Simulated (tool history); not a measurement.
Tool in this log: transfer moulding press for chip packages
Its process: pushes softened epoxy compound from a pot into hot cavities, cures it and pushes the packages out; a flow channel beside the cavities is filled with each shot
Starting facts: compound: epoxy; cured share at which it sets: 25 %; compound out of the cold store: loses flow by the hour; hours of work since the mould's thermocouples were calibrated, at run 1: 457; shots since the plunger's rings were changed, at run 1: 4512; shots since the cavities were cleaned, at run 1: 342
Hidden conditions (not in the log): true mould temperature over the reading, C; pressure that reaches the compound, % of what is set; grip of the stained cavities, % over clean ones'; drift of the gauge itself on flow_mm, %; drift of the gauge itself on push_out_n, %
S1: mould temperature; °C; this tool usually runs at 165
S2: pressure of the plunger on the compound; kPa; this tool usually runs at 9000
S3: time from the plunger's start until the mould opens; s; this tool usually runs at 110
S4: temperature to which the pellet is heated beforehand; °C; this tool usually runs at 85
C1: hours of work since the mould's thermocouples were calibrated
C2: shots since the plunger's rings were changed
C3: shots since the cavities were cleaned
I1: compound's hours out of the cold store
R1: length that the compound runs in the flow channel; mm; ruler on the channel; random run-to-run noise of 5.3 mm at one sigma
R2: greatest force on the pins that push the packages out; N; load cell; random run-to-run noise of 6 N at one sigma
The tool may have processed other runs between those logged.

run   hour   S1    S2   S3  S4   C1    C2    C3    I1   R1   R2
  1    0.0  165  9000  110  85  457  4512   342  27.5  807  305
      12.0  -- plunger's sealing rings changed
  2   20.1  165  9000  110  85  469    86   527  23.7  912  337
  3   47.3  165  9000  110  85  488   372   813  42.2  803  357
  4   67.1  163  9000  110  85  501   580  1021  12.8  978  361
      72.0  -- cavities cleaned with cleaning compound and waxed
  5   85.0  165  9000  110  85  512   752   136  40.3  801  258
  6   97.2  165  9000  110  85  521   881   265  30.7  860  293
  7  117.8  165  9000   98  85  535  1098   482  28.9  859  357
  8  132.0  169  7690  119  79  545  1247   631   8.5  900  323
  9  147.8  167  7690   95  79  555  1413   797   9.4  896  388
 10  163.3  167  7690   95  79  566  1575   959  10.2  899  397
     173.5  -- cavities cleaned with cleaning compound and waxed
 11  189.5  167  7690   95  79  583  1835   168  40.7  730  292

What does the tool deliver on the next run?
 12  213.2  163  9000  101  85  599  2084  417  43.1   ?   ?

R1: 782 mm
R2: 333 N
Take away the tool's hidden state, keep the run-to-run variation as it was, and the same run would have given R1 816 mm, R2 251 N.
